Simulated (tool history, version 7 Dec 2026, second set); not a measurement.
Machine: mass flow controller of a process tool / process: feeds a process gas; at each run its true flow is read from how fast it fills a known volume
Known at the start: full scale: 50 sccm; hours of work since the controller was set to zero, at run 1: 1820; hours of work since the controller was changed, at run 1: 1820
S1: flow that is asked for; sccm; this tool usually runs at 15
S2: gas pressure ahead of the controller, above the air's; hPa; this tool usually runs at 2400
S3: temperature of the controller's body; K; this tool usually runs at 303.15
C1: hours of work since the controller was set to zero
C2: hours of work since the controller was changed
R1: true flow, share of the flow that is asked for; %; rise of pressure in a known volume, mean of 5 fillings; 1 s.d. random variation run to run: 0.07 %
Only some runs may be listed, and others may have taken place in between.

run     hour  S1    S2      S3    C1    C2     R1
  1      0.0  15  2400  303.15  1820  1820  97.06
  2    337.5  15  2400  303.15  1923  1923  96.87
  3    543.0  15  2400  303.15  1987  1987  96.81
  4    754.4  15  2400  303.15  2052  2052  96.77
  5   1057.6  15  2400  303.15  2145  2145  96.65
  6   1404.7  15  2400  303.15  2252  2252  96.50
  7   1793.0  15  2400  303.15  2371  2371  96.17
  8   2194.8  15  2400  312.15  2495  2495  95.55
  9   2573.6  15  2400  303.15  2611  2611  95.81
 10   2776.0  15  1790  303.15  2674  2674  96.04
 11   3150.3  15  2400  303.15  2789  2789  95.57
 12   3444.0  15  2400  303.15  2879  2879  95.51
 13   3735.9  15  2400  303.15  2969  2969  95.35
 14   3984.0  15  2400  303.15  3045  3045  95.20
 15   4249.9  15  2400  303.15  3127  3127  95.03
      4435.7  -- gauge calibrated
 16   4514.5  15  2400  303.15  3208  3208  96.99
 17   4775.5  15  2400  303.15  3289  3289  96.95
 18   5217.5  15  2290  303.15  3425  3425  96.74
 19   5424.1  15  2400  306.15  3488  3488  96.43
 20   5837.7  15  2400  306.15  3615  3615  96.29
 21   6213.2  15  2400  306.15  3731  3731  96.14
 22   6494.2  15  2400  306.15  3817  3817  95.93
 23   6822.6  15  2450  303.15  3918  3918  95.97
 24   7199.9  15  2450  303.15  4034  4034  95.79
 25   7494.4   8  2450  303.15  4125  4125  95.06
 26   7862.5   8  2450  303.15  4238  4238  95.06
 27   8154.3  20  1800  294.15  4328  4328  96.38
 28   8430.7  15  2770  302.15  4413  4413  95.06
 29   8644.0  10  1760  296.15  4479  4479  95.52
 30   8888.4  10  1760  296.15  4554  4554  95.20
      8975.1  -- gauge calibrated
 31   9097.4  10  1760  311.15  4618  4618  96.76
 32   9552.5  15  2100  305.15  4758  4758  96.90
 33   9929.3  21  2460  308.15  4874  4874  96.76
 34  10282.0  21  2460  308.15  4983  4983  96.58
 35  10654.1  16  2400  300.15  5097  5097  96.50
 36  10972.1  16  2400  294.15  5195  5195  96.67
 37  11303.4  35  2180  307.15  5297  5297  97.26
 38  11555.8  40  2220  298.15  5375  5375  97.82
 39  11860.9  14  2400  309.15  5468  5468  95.31
 40  12244.9  14  2400  309.15  5586  5586  95.21
 41  12482.1  14  2400  309.15  5659  5659  95.07
 42  12916.0  15  1490  303.15  5793  5793  95.68
 43  13163.1  15  1490  307.15  5869  5869  95.40
 44  13561.3  12  2400  310.15  5991  5991  94.51
 45  13803.0  12  2400  310.15  6066  6066  94.20
 46  14205.5  12  2400  310.15  6190  6190  94.15

Hidden state or all else? Some run-to-run changes of R1, split into what the settings, what came in and random variation would give without the hidden state, and what is left for the hidden state (with any gauge scatter that isn't in both results):
The tool's hidden condition here consists of: flow at rest that the sensor doesn't see, % of full scale; true flow over the shown one, %; drift of the gauge itself on true_pct, %.
Run 15 -> 16: gauge calibrated. R1 +1.96 %: hidden state +2.00, all else -0.04.
Run 30 -> 31: S3 296.15 -> 311.15, gauge calibrated. R1 +1.56 %: hidden state +2.10, all else -0.54.
Run 31 -> 32: S1 10 -> 15, S2 1760 -> 2100, S3 311.15 -> 305.15. R1 +0.14 %: hidden state -0.24, all else +0.38.
Run 38 -> 39: S1 40 -> 14, S2 2220 -> 2400, S3 298.15 -> 309.15. R1 -2.51 %: hidden state -0.10, all else -2.41.
